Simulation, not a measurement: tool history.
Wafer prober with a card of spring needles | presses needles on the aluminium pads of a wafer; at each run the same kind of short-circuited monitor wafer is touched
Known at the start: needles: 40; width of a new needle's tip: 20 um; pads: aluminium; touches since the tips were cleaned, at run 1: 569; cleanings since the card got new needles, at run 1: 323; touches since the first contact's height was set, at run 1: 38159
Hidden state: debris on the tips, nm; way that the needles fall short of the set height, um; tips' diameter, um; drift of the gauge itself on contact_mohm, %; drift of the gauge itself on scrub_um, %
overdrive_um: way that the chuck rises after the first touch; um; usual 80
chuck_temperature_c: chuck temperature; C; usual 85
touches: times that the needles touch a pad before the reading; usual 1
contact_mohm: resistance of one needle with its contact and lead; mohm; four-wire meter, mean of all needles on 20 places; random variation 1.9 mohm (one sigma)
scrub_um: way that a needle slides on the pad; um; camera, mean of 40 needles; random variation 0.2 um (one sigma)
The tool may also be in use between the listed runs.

run,hour,overdrive_um,chuck_temperature_c,touches,touches since the tips were cleaned,cleanings since the card got new needles,touches since the first contact's height was set,contact_mohm,scrub_um
1,0,80,85,1,569,323,38159,244,21.15
# hour 2.4: tips cleaned on abrasive film
# hour 5.7: tips cleaned on abrasive film
# hour 9.6: tips cleaned on abrasive film
# hour 12.9: tips cleaned on abrasive film
# hour 16.9: tips cleaned on abrasive film
# hour 20.9: tips cleaned on abrasive film
# hour 24.1: tips cleaned on abrasive film
# hour 27.3: tips cleaned on abrasive film
# hour 31.3: tips cleaned on abrasive film
# hour 34.5: tips cleaned on abrasive film
# hour 38.1: tips cleaned on abrasive film
2,38.1,80,85,1,0,334,57974,203,20.68
# hour 42.1: tips cleaned on abrasive film
# hour 46.1: tips cleaned on abrasive film
# hour 49.3: tips cleaned on abrasive film
# hour 52.5: tips cleaned on abrasive film
# hour 56.5: tips cleaned on abrasive film
# hour 60.5: tips cleaned on abrasive film
# hour 64.5: tips cleaned on abrasive film
# hour 68.5: tips cleaned on abrasive film
# hour 72.5: tips cleaned on abrasive film
# hour 76.5: tips cleaned on abrasive film
# hour 80.5: tips cleaned on abrasive film
# hour 83.7: tips cleaned on abrasive film
# hour 87.7: tips cleaned on abrasive film
# hour 90.9: tips cleaned on abrasive film
3,91.1,80,85,1,104,348,85644,220,20.17
# hour 94.3: tips cleaned on abrasive film
# hour 98.3: tips cleaned on abrasive film
# hour 101.5: tips cleaned on abrasive film
# hour 105.5: tips cleaned on abrasive film
# hour 109.5: tips cleaned on abrasive film
# hour 112.2: height of the first contact set anew
# hour 113.8: tips cleaned on abrasive film
# hour 117: tips cleaned on abrasive film
# hour 121: tips cleaned on abrasive film
# hour 125: tips cleaned on abrasive film
# hour 129: tips cleaned on abrasive film
# hour 133: tips cleaned on abrasive film
# hour 136.2: tips cleaned on abrasive film
# hour 139.4: tips cleaned on abrasive film
# hour 142.7: tips cleaned on abrasive film
# hour 146.7: tips cleaned on abrasive film
# hour 150.7: tips cleaned on abrasive film
# hour 154.7: tips cleaned on abrasive film
# hour 158.6: tips cleaned on abrasive film
4,160.7,80,85,1,1074,366,25299,271,21.62
# hour 162.3: tips cleaned on abrasive film
# hour 166.3: tips cleaned on abrasive film
# hour 169.5: tips cleaned on abrasive film
# hour 173.5: tips cleaned on abrasive film
# hour 177.5: tips cleaned on abrasive film
# hour 189.5: card fitted with new needles
# hour 192.7: tips cleaned on abrasive film
# hour 196.7: tips cleaned on abrasive film
# hour 199.9: tips cleaned on abrasive film
# hour 203.9: tips cleaned on abrasive film
# hour 207.2: tips cleaned on abrasive film
# hour 211.2: tips cleaned on abrasive film
# hour 215.2: tips cleaned on abrasive film
# hour 219.2: tips cleaned on abrasive film
# hour 222.4: tips cleaned on abrasive film
5,222.4,80,85,1,0,9,17144,201,21.44
# hour 226.4: tips cleaned on abrasive film
# hour 230.4: tips cleaned on abrasive film
# hour 233.6: tips cleaned on abrasive film
# hour 237.6: tips cleaned on abrasive film
# hour 240.8: tips cleaned on abrasive film
# hour 244: tips cleaned on abrasive film
# hour 248: tips cleaned on abrasive film
# hour 251.2: tips cleaned on abrasive film
# hour 255.2: tips cleaned on abrasive film
# hour 258.5: tips cleaned on abrasive film
# hour 262.5: tips cleaned on abrasive film
6,264.8,80,85,1,1284,20,39303,229,21.3
# hour 265.7: tips cleaned on abrasive film
# hour 269.7: tips cleaned on abrasive film
# hour 272.9: tips cleaned on abrasive film
# hour 276.9: tips cleaned on abrasive film
# hour 280.9: tips cleaned on abrasive film
# hour 284.9: tips cleaned on abrasive film
# hour 288.1: tips cleaned on abrasive film
# hour 292.1: tips cleaned on abrasive film
# hour 296.1: tips cleaned on abrasive film
# hour 299.3: tips cleaned on abrasive film
# hour 303.3: tips cleaned on abrasive film
# hour 306.6: tips cleaned on abrasive film
# hour 310.5: tips cleaned on abrasive film
# hour 313.8: tips cleaned on abrasive film
# hour 317.8: tips cleaned on abrasive film
# hour 321.8: tips cleaned on abrasive film
# hour 325.8: tips cleaned on abrasive film
# hour 329: tips cleaned on abrasive film
# hour 332.2: tips cleaned on abrasive film
# hour 335.4: tips cleaned on abrasive film
7,336.7,80,85,1,711,40,76761,226,20.84
# hour 339.2: tips cleaned on abrasive film
# hour 343.2: tips cleaned on abrasive film
# hour 346.4: tips cleaned on abrasive film
# hour 350.4: tips cleaned on abrasive film
# hour 353.6: tips cleaned on abrasive film
# hour 357.6: tips cleaned on abrasive film
# hour 360.8: tips cleaned on abrasive film
# hour 364.8: tips cleaned on abrasive film
# hour 368: tips cleaned on abrasive film
# hour 372: tips cleaned on abrasive film
# hour 375.4: height of the first contact set anew
# hour 376.3: tips cleaned on abrasive film
# hour 379.5: tips cleaned on abrasive film
8,382.5,80,85,1,1567,52,3656,236,21.68

Run 9 comes next. What will it give?
# hour 383.3: tips cleaned on abrasive film
# hour 387.3: tips cleaned on abrasive film
# hour 390.6: tips cleaned on abrasive film
# hour 394.5: tips cleaned on abrasive film
# hour 398.5: tips cleaned on abrasive film
# hour 401.8: tips cleaned on abrasive film
# hour 405: tips cleaned on abrasive film
# hour 409: tips cleaned on abrasive film
# hour 412.2: tips cleaned on abrasive film
# hour 416.2: tips cleaned on abrasive film
# hour 420.2: tips cleaned on abrasive film
# hour 424.2: tips cleaned on abrasive film
# hour 427.4: tips cleaned on abrasive film
# hour 430.6: tips cleaned on abrasive film
# hour 434.6: tips cleaned on abrasive film
# hour 437.8: tips cleaned on abrasive film
# hour 441.8: tips cleaned on abrasive film
# hour 445.8: tips cleaned on abrasive film
9,446.8,79,85,1,516,70,37168,?,?

{"run 9": {"contact_mohm": 222, "scrub_um": 20.78}}
Without the tool's hidden state the same run would have given contact_mohm 198 mohm, scrub_um 21.34 um.
